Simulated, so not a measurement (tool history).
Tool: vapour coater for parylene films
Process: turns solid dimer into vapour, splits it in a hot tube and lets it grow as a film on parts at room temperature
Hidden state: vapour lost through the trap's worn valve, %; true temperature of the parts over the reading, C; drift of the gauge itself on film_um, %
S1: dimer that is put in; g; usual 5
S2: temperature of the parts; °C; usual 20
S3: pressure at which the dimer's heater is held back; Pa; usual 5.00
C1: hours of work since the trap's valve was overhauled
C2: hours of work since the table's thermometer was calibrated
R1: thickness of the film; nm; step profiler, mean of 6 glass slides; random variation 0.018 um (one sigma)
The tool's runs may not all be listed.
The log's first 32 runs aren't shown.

run    hour  S1  S2     S3   C1    C2    R1
 33  1206.4   6  24  11.32  337  1073   740
 34  1250.7   6  24  11.32  371  1107   720
 35  1283.7   7  13   7.08  396  1132  1370
 36  1333.4   4  17   3.19  434  1170   700
 37  1368.4   4  17   6.90  460  1196   660
 38  1397.9   2  23   3.08  483  1219   290
 39  1423.3   2  23   3.08  502  1238   270
 40  1447.4   5  20   5.00  520  1256   720
 41  1498.6   5  20   4.62  559  1295   720

Forecast each of these 5 alternatives for the next run:
     1511.1  -- trap's valve overhauled
  A  1524.7   5  15   4.62  10  1312   ?
     1511.1  -- trap's valve overhauled
  B  1524.7   5  20  11.73  10  1312   ?
     1511.1  -- trap's valve overhauled
  C  1524.7   4  31   2.02  10  1312   ?
     1511.1  -- trap's valve overhauled
  D  1524.7   5  14   5.00  10  1312   ?
     1511.1  -- trap's valve overhauled
  E  1524.7   7  23   6.19  10  1312   ?

run    R1
  A   970
  B   750
  C   430
  D  1050
  E  1000
Without the tool's hidden state the same runs would have given:
run    R1
  A   990
  B   770
  C   440
  D  1070
  E  1020

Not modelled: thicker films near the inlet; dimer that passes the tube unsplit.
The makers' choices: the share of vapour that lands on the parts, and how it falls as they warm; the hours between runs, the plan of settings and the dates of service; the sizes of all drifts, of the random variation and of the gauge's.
